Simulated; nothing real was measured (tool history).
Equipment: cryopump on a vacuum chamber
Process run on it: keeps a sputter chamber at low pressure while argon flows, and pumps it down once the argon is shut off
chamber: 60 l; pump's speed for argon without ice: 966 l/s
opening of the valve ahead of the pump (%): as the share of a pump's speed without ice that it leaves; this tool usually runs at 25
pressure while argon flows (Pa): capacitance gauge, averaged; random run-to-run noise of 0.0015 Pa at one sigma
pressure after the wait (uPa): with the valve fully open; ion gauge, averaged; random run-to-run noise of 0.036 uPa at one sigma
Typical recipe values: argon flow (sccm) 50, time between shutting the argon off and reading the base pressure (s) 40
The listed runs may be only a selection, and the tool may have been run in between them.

| run | hour | argon flow (sccm) | time between shutting the argon off and reading the base pressure (s) | opening of the valve ahead of the pump (%) | pressure while argon flows (Pa) | pressure after the wait (uPa) |
|---|---|---|---|---|---|---|
| 1 | 0 | 50 | 40 | 25 | 0.3518 | 2.81 |
| 2 | 12.2 | 50 | 40 | 58 | 0.1515 | 2.83 |
| 3 | 25.9 | 50 | 40 | 58 | 0.1529 | 2.85 |
| 4 | 41.2 | 50 | 40 | 58 | 0.1549 | 2.93 |
| 5 | 59.3 | 50 | 40 | 27 | 0.3248 | 3 |
| 6 | 79.6 | 50 | 40 | 27 | 0.3275 | 2.96 |
| 7 | 97.2 | 50 | 40 | 25 | 0.3553 | 2.9 |
| 8 | 106.6 | 50 | 40 | 29 | 0.3063 | 2.93 |
| 9 | 122.5 | 50 | 40 | 29 | 0.3047 | 2.8 |
| 10 | 133 | 50 | 40 | 29 | 0.3032 | 3.03 |
| 11 | 151 | 50 | 40 | 29 | 0.3039 | 3.02 |
| 12 | 166.8 | 50 | 40 | 25 | 0.3543 | 2.97 |
| 13 | 176 | 50 | 40 | 44 | 0.2052 | 2.96 |
| 14 | 194.4 | 50 | 40 | 44 | 0.2043 | 2.95 |
| 15 | 214.1 | 50 | 40 | 44 | 0.2045 | 2.95 |
| 16 | 223.8 | 50 | 40 | 25 | 0.358 | 2.88 |
| 17 | 235.9 | 50 | 40 | 27 | 0.3283 | 3.06 |
| 18 | 248.3 | 50 | 40 | 27 | 0.3307 | 2.98 |
| 19 | 265.6 | 50 | 40 | 27 | 0.3299 | 3.05 |
| 20 | 284.2 | 50 | 40 | 27 | 0.333 | 3.14 |
| 21 | 298.6 | 50 | 40 | 27 | 0.33 | 3.04 |
| 22 | 313.9 | 50 | 40 | 27 | 0.3321 | 3.06 |
| 23 | 326.2 | 35 | 23 | 32 | 0.1969 | 4.31 |
| 24 | 336.2 | 50 | 73 | 17 | 0.5199 | 2.38 |
| 25 | 349.3 | 50 | 73 | 17 | 0.5219 | 2.32 |
| 26 | 358 | 50 | 46 | 20 | 0.4441 | 2.83 |
| 27 | 370.5 | 50 | 83 | 20 | 0.4436 | 2.21 |
| 28 | 390.2 | 50 | 83 | 20 | 0.4474 | 2.19 |
| 29 | 402.5 | 50 | 83 | 20 | 0.4467 | 2.16 |
| 30 | 417.2 | 50 | 83 | 20 | 0.4475 | 2.25 |
| 31 | 426.3 | 97 | 40 | 25 | 0.6951 | 3.1 |
| 32 | 441.9 | 97 | 40 | 25 | 0.7 | 3.07 |
| 33 | 459.6 | 84 | 80 | 30 | 0.5097 | 2.29 |

Predict each of these 3 candidate next runs independently; none follows another, all start after run 33:
| A | 470.8 | 50 | 93 | 25 | ? | ? |
| B | 470.8 | 60 | 55 | 30 | ? | ? |
| C | 470.8 | 29 | 40 | 31 | ? | ? |

| run | pressure while argon flows (Pa) | pressure after the wait (uPa) |
|---|---|---|
| A | 0.3632 | 2.12 |
| B | 0.362 | 2.72 |
| C | 0.1703 | 3.26 |
Without the tool's unlogged condition, the same runs would have read:
| run | pressure while argon flows (Pa) | pressure after the wait (uPa) |
|---|---|---|
| A | 0.3524 | 0.98 |
| B | 0.3491 | 1.56 |
| C | 0.1641 | 2.06 |

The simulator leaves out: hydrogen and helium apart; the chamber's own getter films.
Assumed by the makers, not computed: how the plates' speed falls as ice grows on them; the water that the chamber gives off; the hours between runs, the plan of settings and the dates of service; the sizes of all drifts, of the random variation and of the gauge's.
